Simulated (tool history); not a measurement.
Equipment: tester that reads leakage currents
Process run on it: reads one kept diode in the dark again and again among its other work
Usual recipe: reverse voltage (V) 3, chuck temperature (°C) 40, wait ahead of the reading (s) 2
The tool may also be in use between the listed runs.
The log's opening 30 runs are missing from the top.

run	hour	reverse voltage (V)	chuck temperature (°C)	wait ahead of the reading (s)	current that the tester gives (pA)
31	2184.5	1.36	40	2	29.62
32	2254.3	1.88	32	0.64	21.94
33	2319.8	1.52	36	6.8	24.09
34	2425.9	1.52	36	6.8	24.19
35	2520.3	6.83	31	2	41.39
36	2598.2	3	22	1.55	16.32
37	2652.1	2.23	40	0.3	39.64
38	2728.5	8.84	29	0.46	50.27
39	2792.6	8.84	29	0.46	49.97
40	2867.7	2.46	59	1.1	119.34

What if the next run were any one of these 3? Each begins from the tool's condition after run 40:
A	2960.2	3	40	0.53	?
B	2960.2	12.55	59	1.1	?
C	2960.2	2.46	59	0.5	?

run	current that the tester gives (pA)
A	44.55
B	252.11
C	120.26
Without the tool's hidden state the same runs would have given:
run	current that the tester gives (pA)
A	39.68
B	231.66
C	116.82

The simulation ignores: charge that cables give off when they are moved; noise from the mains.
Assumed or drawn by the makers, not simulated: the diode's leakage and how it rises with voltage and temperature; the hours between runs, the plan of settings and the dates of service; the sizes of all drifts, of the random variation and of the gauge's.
